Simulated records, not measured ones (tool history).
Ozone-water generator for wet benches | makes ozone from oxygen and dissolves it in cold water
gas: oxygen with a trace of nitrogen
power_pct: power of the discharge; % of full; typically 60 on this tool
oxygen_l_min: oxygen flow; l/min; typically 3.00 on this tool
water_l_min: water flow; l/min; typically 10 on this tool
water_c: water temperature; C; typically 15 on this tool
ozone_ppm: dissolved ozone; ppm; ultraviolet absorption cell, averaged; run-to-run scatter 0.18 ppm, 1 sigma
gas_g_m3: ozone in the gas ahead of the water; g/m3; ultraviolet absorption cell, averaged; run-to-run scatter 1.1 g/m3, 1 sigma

run 1 hour=0.0 | power_pct=60 oxygen_l_min=3.00 water_l_min=10 water_c=15 | ozone_ppm=23.2 gas_g_m3=181.6
run 2 hour=135.7 | power_pct=60 oxygen_l_min=3.00 water_l_min=10 water_c=15 | ozone_ppm=23.6 gas_g_m3=184.5
run 3 hour=269.5 | power_pct=60 oxygen_l_min=3.00 water_l_min=10 water_c=15 | ozone_ppm=23.4 gas_g_m3=182.7
run 4 hour=358.8 | power_pct=60 oxygen_l_min=3.00 water_l_min=10 water_c=15 | ozone_ppm=23.3 gas_g_m3=184.4
run 5 hour=421.1 | power_pct=60 oxygen_l_min=3.00 water_l_min=10 water_c=15 | ozone_ppm=22.9 gas_g_m3=184.9
run 6 hour=551.7 | power_pct=60 oxygen_l_min=3.00 water_l_min=10 water_c=18 | ozone_ppm=22.2 gas_g_m3=181.2
run 7 hour=668.5 | power_pct=60 oxygen_l_min=3.00 water_l_min=10 water_c=15 | ozone_ppm=23.4 gas_g_m3=183.7
run 8 hour=777.5 | power_pct=60 oxygen_l_min=3.00 water_l_min=10 water_c=15 | ozone_ppm=23.3 gas_g_m3=182.2
run 9 hour=864.6 | power_pct=60 oxygen_l_min=3.00 water_l_min=10 water_c=13 | ozone_ppm=23.3 gas_g_m3=181.2
run 10 hour=974.0 | power_pct=96 oxygen_l_min=3.00 water_l_min=10 water_c=15 | ozone_ppm=33.8 gas_g_m3=267.1
run 11 hour=1067.6 | power_pct=60 oxygen_l_min=3.00 water_l_min=10 water_c=15 | ozone_ppm=23.0 gas_g_m3=180.3
run 12 hour=1176.4 | power_pct=41 oxygen_l_min=3.00 water_l_min=10 water_c=15 | ozone_ppm=16.7 gas_g_m3=132.4
run 13 hour=1309.4 | power_pct=41 oxygen_l_min=3.00 water_l_min=10 water_c=15 | ozone_ppm=16.7 gas_g_m3=131.0
-- hour=1346.5 water thermometer calibrated
run 14 hour=1444.7 | power_pct=60 oxygen_l_min=3.00 water_l_min=10 water_c=15 | ozone_ppm=23.0 gas_g_m3=179.4
run 15 hour=1514.0 | power_pct=60 oxygen_l_min=3.00 water_l_min=10 water_c=15 | ozone_ppm=22.6 gas_g_m3=180.3
run 16 hour=1631.2 | power_pct=60 oxygen_l_min=3.00 water_l_min=10 water_c=15 | ozone_ppm=22.8 gas_g_m3=178.5
run 17 hour=1688.0 | power_pct=60 oxygen_l_min=3.00 water_l_min=10 water_c=15 | ozone_ppm=22.9 gas_g_m3=178.8
run 18 hour=1821.1 | power_pct=60 oxygen_l_min=3.00 water_l_min=10 water_c=15 | ozone_ppm=22.8 gas_g_m3=179.3
run 19 hour=1935.6 | power_pct=53 oxygen_l_min=3.00 water_l_min=15 water_c=15 | ozone_ppm=14.0 gas_g_m3=161.0
run 20 hour=1990.6 | power_pct=79 oxygen_l_min=3.00 water_l_min=7 water_c=15 | ozone_ppm=37.0 gas_g_m3=223.1
run 21 hour=2120.2 | power_pct=79 oxygen_l_min=3.00 water_l_min=7 water_c=15 | ozone_ppm=36.8 gas_g_m3=221.8
run 22 hour=2208.4 | power_pct=78 oxygen_l_min=3.00 water_l_min=16 water_c=15 | ozone_ppm=18.1 gas_g_m3=220.2
run 23 hour=2300.0 | power_pct=45 oxygen_l_min=3.00 water_l_min=10 water_c=15 | ozone_ppm=17.3 gas_g_m3=140.0
run 24 hour=2419.1 | power_pct=45 oxygen_l_min=3.00 water_l_min=10 water_c=15 | ozone_ppm=17.7 gas_g_m3=141.7
run 25 hour=2506.6 | power_pct=92 oxygen_l_min=3.00 water_l_min=10 water_c=22 | ozone_ppm=28.4 gas_g_m3=251.7
run 26 hour=2573.8 | power_pct=92 oxygen_l_min=1.76 water_l_min=10 water_c=22 | ozone_ppm=26.2 gas_g_m3=311.4
run 27 hour=2674.9 | power_pct=92 oxygen_l_min=1.71 water_l_min=7 water_c=22 | ozone_ppm=34.6 gas_g_m3=315.2
run 28 hour=2752.1 | power_pct=91 oxygen_l_min=1.71 water_l_min=9 water_c=22 | ozone_ppm=28.2 gas_g_m3=311.9
run 29 hour=2875.4 | power_pct=91 oxygen_l_min=1.71 water_l_min=9 water_c=22 | ozone_ppm=27.8 gas_g_m3=310.8
run 30 hour=3006.5 | power_pct=64 oxygen_l_min=2.69 water_l_min=10 water_c=17 | ozone_ppm=22.3 gas_g_m3=193.8
run 31 hour=3070.7 | power_pct=56 oxygen_l_min=2.04 water_l_min=10 water_c=14 | ozone_ppm=19.4 gas_g_m3=191.1
run 32 hour=3162.4 | power_pct=41 oxygen_l_min=3.00 water_l_min=7 water_c=13 | ozone_ppm=21.9 gas_g_m3=128.7
run 33 hour=3276.8 | power_pct=41 oxygen_l_min=3.00 water_l_min=7 water_c=13 | ozone_ppm=21.7 gas_g_m3=127.6

Here are 4 independent what-if runs from the current tool condition. What would each one return?
run A hour=3383.2 | power_pct=60 oxygen_l_min=3.00 water_l_min=7 water_c=19 | ozone_ppm=? gas_g_m3=?
run B hour=3383.2 | power_pct=66 oxygen_l_min=3.00 water_l_min=7 water_c=13 | ozone_ppm=? gas_g_m3=?
run C hour=3383.2 | power_pct=60 oxygen_l_min=3.00 water_l_min=10 water_c=8 | ozone_ppm=? gas_g_m3=?
run D hour=3383.2 | power_pct=41 oxygen_l_min=3.00 water_l_min=8 water_c=20 | ozone_ppm=? gas_g_m3=?

run=A ozone_ppm=26.1 gas_g_m3=174.3
run=B ozone_ppm=31.6 gas_g_m3=186.1
run=C ozone_ppm=23.8 gas_g_m3=172.3
run=D ozone_ppm=17.4 gas_g_m3=127.9
Without the tool's hidden state the same runs would have given:
run=A ozone_ppm=29.4 gas_g_m3=187.6
run=B ozone_ppm=35.8 gas_g_m3=201.7
run=C ozone_ppm=27.2 gas_g_m3=185.5
run=D ozone_ppm=19.2 gas_g_m3=134.0
